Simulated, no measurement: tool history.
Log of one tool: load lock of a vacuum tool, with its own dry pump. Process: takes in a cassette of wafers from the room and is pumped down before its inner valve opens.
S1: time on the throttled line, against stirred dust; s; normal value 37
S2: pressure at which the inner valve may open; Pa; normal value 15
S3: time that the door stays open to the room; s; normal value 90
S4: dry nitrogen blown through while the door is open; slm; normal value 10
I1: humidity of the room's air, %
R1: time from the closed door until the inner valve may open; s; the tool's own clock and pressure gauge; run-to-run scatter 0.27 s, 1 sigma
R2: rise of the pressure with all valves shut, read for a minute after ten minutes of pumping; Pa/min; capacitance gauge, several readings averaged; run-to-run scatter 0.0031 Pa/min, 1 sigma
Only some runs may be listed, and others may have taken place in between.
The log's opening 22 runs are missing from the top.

run 23 day=76.329 | S1=20 S2=16 S3=90 S4=10 | I1=44.9 | R1=48.9 R2=0.078
run 24 day=81.025 | S1=20 S2=16 S3=90 S4=10 | I1=45.6 | R1=48.9 R2=0.081
run 25 day=85.092 | S1=65 S2=28 S3=73 S4=14 | I1=46.7 | R1=81.2 R2=0.069
run 26 day=87.100 | S1=37 S2=15 S3=90 S4=7 | I1=43.1 | R1=62.2 R2=0.086
run 27 day=91.458 | S1=37 S2=15 S3=90 S4=7 | I1=46.3 | R1=62.2 R2=0.092
run 28 day=93.846 | S1=37 S2=30 S3=90 S4=15 | I1=42.7 | R1=59.9 R2=0.071
run 29 day=98.200 | S1=37 S2=30 S3=90 S4=15 | I1=44.2 | R1=59.3 R2=0.075
run 30 day=101.296 | S1=37 S2=30 S3=90 S4=15 | I1=48.1 | R1=59.8 R2=0.079
run 31 day=105.012 | S1=37 S2=30 S3=26 S4=15 | I1=45.0 | R1=59.5 R2=0.054
run 32 day=108.767 | S1=21 S2=10 S3=90 S4=10 | I1=46.2 | R1=51.9 R2=0.094
run 33 day=112.504 | S1=21 S2=10 S3=90 S4=10 | I1=47.0 | R1=51.8 R2=0.091
run 34 day=116.862 | S1=21 S2=10 S3=90 S4=10 | I1=44.9 | R1=51.9 R2=0.085
run 35 day=121.583 | S1=37 S2=15 S3=46 S4=21 | I1=44.0 | R1=62.5 R2=0.057
run 36 day=125.008 | S1=37 S2=15 S3=46 S4=21 | I1=47.3 | R1=62.9 R2=0.059
run 37 day=129.871 | S1=37 S2=15 S3=46 S4=21 | I1=47.5 | R1=62.0 R2=0.059

3 options for the next run, each taken on its own from the tool as it stands now. Forecast them:
run A day=133.479 | S1=37 S2=15 S3=46 S4=21 | I1=42.6 | R1=? R2=?
run B day=133.479 | S1=37 S2=15 S3=90 S4=10 | I1=45.4 | R1=? R2=?
run C day=133.479 | S1=60 S2=15 S3=46 S4=21 | I1=44.2 | R1=? R2=?

run=A R1=62.1 R2=0.058
run=B R1=62.7 R2=0.092
run=C R1=80.3 R2=0.058
What these runs would have given with no unlogged condition in the tool:
run=A R1=59.0 R2=0.031
run=B R1=59.6 R2=0.066
run=C R1=77.9 R2=0.032
